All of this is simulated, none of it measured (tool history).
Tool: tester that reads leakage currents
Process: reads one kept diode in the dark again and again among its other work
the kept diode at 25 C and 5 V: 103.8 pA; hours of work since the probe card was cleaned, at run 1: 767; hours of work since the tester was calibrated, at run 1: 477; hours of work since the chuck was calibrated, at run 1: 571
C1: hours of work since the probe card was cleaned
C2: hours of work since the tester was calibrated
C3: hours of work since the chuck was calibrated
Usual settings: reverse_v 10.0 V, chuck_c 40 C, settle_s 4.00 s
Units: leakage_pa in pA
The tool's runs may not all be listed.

{"run": 1, "hour": 0.0, "reverse_v": 10.0, "chuck_c": 40, "settle_s": 4.0, "C1": 767, "C2": 477, "C3": 571, "leakage_pa": 470.64}
{"run": 2, "hour": 37.8, "reverse_v": 10.0, "chuck_c": 40, "settle_s": 0.45, "C1": 788, "C2": 498, "C3": 592, "leakage_pa": 477.63}
{"run": 3, "hour": 76.7, "reverse_v": 10.0, "chuck_c": 40, "settle_s": 0.45, "C1": 809, "C2": 519, "C3": 613, "leakage_pa": 474.35}
{"run": 4, "hour": 133.4, "reverse_v": 10.0, "chuck_c": 40, "settle_s": 0.45, "C1": 840, "C2": 550, "C3": 644, "leakage_pa": 475.76}
{"run": 5, "hour": 171.6, "reverse_v": 10.0, "chuck_c": 40, "settle_s": 0.45, "C1": 861, "C2": 571, "C3": 665, "leakage_pa": 473.96}
{"run": 6, "hour": 221.5, "reverse_v": 10.0, "chuck_c": 40, "settle_s": 4.0, "C1": 888, "C2": 598, "C3": 693, "leakage_pa": 468.0}
{"run": 7, "hour": 281.0, "reverse_v": 10.0, "chuck_c": 40, "settle_s": 0.57, "C1": 921, "C2": 631, "C3": 725, "leakage_pa": 472.75}
{"run": 8, "hour": 339.8, "reverse_v": 10.0, "chuck_c": 40, "settle_s": 1.63, "C1": 953, "C2": 663, "C3": 757, "leakage_pa": 466.66}
{"run": 9, "hour": 376.2, "reverse_v": 10.0, "chuck_c": 40, "settle_s": 4.0, "C1": 973, "C2": 683, "C3": 777, "leakage_pa": 467.52}
{"run": 10, "hour": 424.6, "reverse_v": 10.0, "chuck_c": 40, "settle_s": 0.36, "C1": 999, "C2": 710, "C3": 804, "leakage_pa": 473.45}
{"run": 11, "hour": 476.8, "reverse_v": 10.0, "chuck_c": 40, "settle_s": 0.36, "C1": 1028, "C2": 738, "C3": 832, "leakage_pa": 470.0}
{"run": 12, "hour": 524.2, "reverse_v": 10.0, "chuck_c": 40, "settle_s": 0.36, "C1": 1054, "C2": 764, "C3": 858, "leakage_pa": 470.9}
{"run": 13, "hour": 580.3, "reverse_v": 10.0, "chuck_c": 40, "settle_s": 4.0, "C1": 1085, "C2": 795, "C3": 889, "leakage_pa": 461.31}
{"run": 14, "hour": 621.1, "reverse_v": 10.0, "chuck_c": 40, "settle_s": 4.0, "C1": 1107, "C2": 817, "C3": 911, "leakage_pa": 460.25}
{"run": 15, "hour": 652.6, "reverse_v": 10.0, "chuck_c": 30, "settle_s": 4.0, "C1": 1124, "C2": 834, "C3": 929, "leakage_pa": 215.62}
{"run": 16, "hour": 712.0, "reverse_v": 9.6, "chuck_c": 55, "settle_s": 5.52, "C1": 1157, "C2": 867, "C3": 961, "leakage_pa": 1332.31}
{"run": 17, "hour": 745.1, "reverse_v": 10.0, "chuck_c": 36, "settle_s": 4.0, "C1": 1175, "C2": 885, "C3": 979, "leakage_pa": 340.0}
{"run": 18, "hour": 791.5, "reverse_v": 1.3, "chuck_c": 43, "settle_s": 4.0, "C1": 1200, "C2": 910, "C3": 1005, "leakage_pa": 222.05}
{"run": 19, "hour": 834.2, "reverse_v": 1.3, "chuck_c": 40, "settle_s": 3.0, "C1": 1224, "C2": 934, "C3": 1028, "leakage_pa": 175.65}
{"run": 20, "hour": 868.0, "reverse_v": 10.0, "chuck_c": 36, "settle_s": 6.02, "C1": 1242, "C2": 952, "C3": 1046, "leakage_pa": 340.11}
{"run": 21, "hour": 903.4, "reverse_v": 10.0, "chuck_c": 36, "settle_s": 6.02, "C1": 1261, "C2": 972, "C3": 1066, "leakage_pa": 337.99}
{"run": 22, "hour": 941.3, "reverse_v": 10.0, "chuck_c": 40, "settle_s": 0.62, "C1": 1282, "C2": 992, "C3": 1087, "leakage_pa": 462.89}
{"run": 23, "hour": 995.0, "reverse_v": 10.0, "chuck_c": 40, "settle_s": 0.62, "C1": 1312, "C2": 1022, "C3": 1116, "leakage_pa": 463.67}
{"run": 24, "hour": 1037.5, "reverse_v": 12.7, "chuck_c": 34, "settle_s": 4.0, "C1": 1335, "C2": 1045, "C3": 1139, "leakage_pa": 323.15}
{"run": 25, "hour": 1103.8, "reverse_v": 11.9, "chuck_c": 55, "settle_s": 1.38, "C1": 1371, "C2": 1081, "C3": 1176, "leakage_pa": 1463.69}
{"run": 26, "hour": 1135.9, "reverse_v": 10.0, "chuck_c": 40, "settle_s": 0.99, "C1": 1389, "C2": 1099, "C3": 1193, "leakage_pa": 457.27}
{"run": 27, "hour": 1183.4, "reverse_v": 10.0, "chuck_c": 40, "settle_s": 0.99, "C1": 1415, "C2": 1125, "C3": 1219, "leakage_pa": 456.49}

3 ways to go on from here, each from the tool as it stands after run 27. What would each give?
{"run": "A", "hour": 1228.8, "reverse_v": 1.6, "chuck_c": 38, "settle_s": 1.34, "C1": 1440, "C2": 1150, "C3": 1244, "leakage_pa": "?"}
{"run": "B", "hour": 1228.8, "reverse_v": 3.2, "chuck_c": 40, "settle_s": 4.0, "C1": 1440, "C2": 1150, "C3": 1244, "leakage_pa": "?"}
{"run": "C", "hour": 1228.8, "reverse_v": 9.2, "chuck_c": 40, "settle_s": 4.83, "C1": 1440, "C2": 1150, "C3": 1244, "leakage_pa": "?"}

run=A leakage_pa=163.82
run=B leakage_pa=264.68
run=C leakage_pa=437.21
Without the tool's hidden state the same runs would have given:
run=A leakage_pa=175.07
run=B leakage_pa=281.82
run=C leakage_pa=460.70
